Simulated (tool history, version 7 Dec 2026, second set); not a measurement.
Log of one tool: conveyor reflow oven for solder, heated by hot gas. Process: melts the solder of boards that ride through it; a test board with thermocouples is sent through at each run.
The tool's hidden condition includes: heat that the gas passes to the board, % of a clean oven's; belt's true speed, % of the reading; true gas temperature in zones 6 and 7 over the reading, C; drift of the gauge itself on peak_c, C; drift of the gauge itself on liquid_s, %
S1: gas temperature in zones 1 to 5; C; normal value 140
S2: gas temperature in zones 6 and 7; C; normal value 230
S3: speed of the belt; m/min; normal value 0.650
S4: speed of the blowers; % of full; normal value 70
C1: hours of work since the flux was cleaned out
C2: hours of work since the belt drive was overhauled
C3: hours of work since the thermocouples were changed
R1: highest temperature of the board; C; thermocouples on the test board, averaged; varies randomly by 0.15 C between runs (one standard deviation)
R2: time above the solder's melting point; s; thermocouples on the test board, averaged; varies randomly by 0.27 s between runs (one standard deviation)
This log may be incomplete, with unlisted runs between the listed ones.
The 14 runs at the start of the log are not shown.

Run 15, hour 127.1: usual settings but S2 224 C; C1 117; C2 59; C3 742. Result: R1 210.8 C, R2 51.7 s.
Run 16, hour 138.7: usual settings; C1 122; C2 64; C3 747. Result: R1 216.0 C, R2 55.7 s.
Run 17, hour 148.5: usual settings; C1 126; C2 69; C3 751. Result: R1 216.1 C, R2 55.5 s.
Run 18, hour 153.6: usual settings but S1 126 C, S2 234 C; C1 128; C2 71; C3 753. Result: R1 217.4 C, R2 51.8 s.
Run 19, hour 161.9: usual settings but S1 130 C, S2 219 C, S3 0.695 m/min, S4 65 % of full; C1 132; C2 74; C3 757. Result: R1 201.4 C, R2 34.7 s.
Run 20, hour 170.5: usual settings but S1 130 C, S2 219 C, S3 0.654 m/min, S4 69 % of full; C1 136; C2 78; C3 760. Result: R1 204.1 C, R2 41.3 s.
Run 21, hour 180.7: usual settings but S1 130 C, S2 219 C, S3 0.654 m/min, S4 69 % of full; C1 140; C2 83; C3 765. Result: R1 204.5 C, R2 41.0 s.
Run 22, hour 187.3: usual settings but S1 130 C, S2 219 C, S3 0.654 m/min, S4 69 % of full; C1 143; C2 85; C3 768. Result: R1 204.6 C, R2 41.3 s.
Run 23, hour 194.1: usual settings but S1 143 C, S2 232 C, S3 0.623 m/min, S4 68 % of full; C1 146; C2 88; C3 771. Result: R1 219.3 C, R2 61.8 s.
Run 24, hour 203.5: usual settings but S1 125 C, S3 0.685 m/min; C1 150; C2 92; C3 775. Result: R1 212.0 C, R2 44.6 s.
Run 25, hour 212.1: usual settings but S1 125 C, S2 227 C, S3 0.633 m/min, S4 61 % of full; C1 154; C2 96; C3 778. Result: R1 209.5 C, R2 45.6 s.
Run 26, hour 223.9: usual settings but S1 125 C, S2 227 C, S3 0.633 m/min, S4 61 % of full; C1 159; C2 101; C3 783. Result: R1 209.3 C, R2 45.8 s.
Run 27, hour 233.3: usual settings but S1 125 C, S2 227 C, S3 0.633 m/min, S4 61 % of full; C1 163; C2 105; C3 787. Result: R1 209.0 C, R2 45.8 s.
At hour 241.4: flux residue cleaned out of gas plates and filters.
Run 28, hour 244.8: usual settings but S1 130 C; C1 1; C2 108; C3 790. Result: R1 214.6 C, R2 50.8 s.
Run 29, hour 253.0: usual settings but S1 130 C; C1 5; C2 112; C3 794. Result: R1 214.3 C, R2 51.3 s.
Run 30, hour 263.9: usual settings but S1 130 C; C1 10; C2 116; C3 798. Result: R1 214.4 C, R2 51.2 s.

Here are 4 independent what-if runs from the current tool condition. What would each one return?
Run A, hour 272.7: usual settings but S1 142 C, S3 0.582 m/min; C1 13; C2 120; C3 802. Result: R1 ?, R2 ?.
Run B, hour 272.7: usual settings but S1 128 C, S3 0.579 m/min; C1 13; C2 120; C3 802. Result: R1 ?, R2 ?.
Run C, hour 272.7: usual settings but S1 128 C, S2 240 C, S4 60 % of full; C1 13; C2 120; C3 802. Result: R1 ?, R2 ?.
Run D, hour 272.7: usual settings but S1 147 C; C1 13; C2 120; C3 802. Result: R1 ?, R2 ?.

run     R1    R2
  A  219.3  66.1
  B  217.6  60.6
  C  219.8  54.0
  D  217.1  59.4
Take away the tool's hidden state, keep each run's random variation, and the runs would have read:
run     R1    R2
  A  219.3  66.1
  B  217.6  60.6
  C  219.8  54.0
  D  217.1  59.5
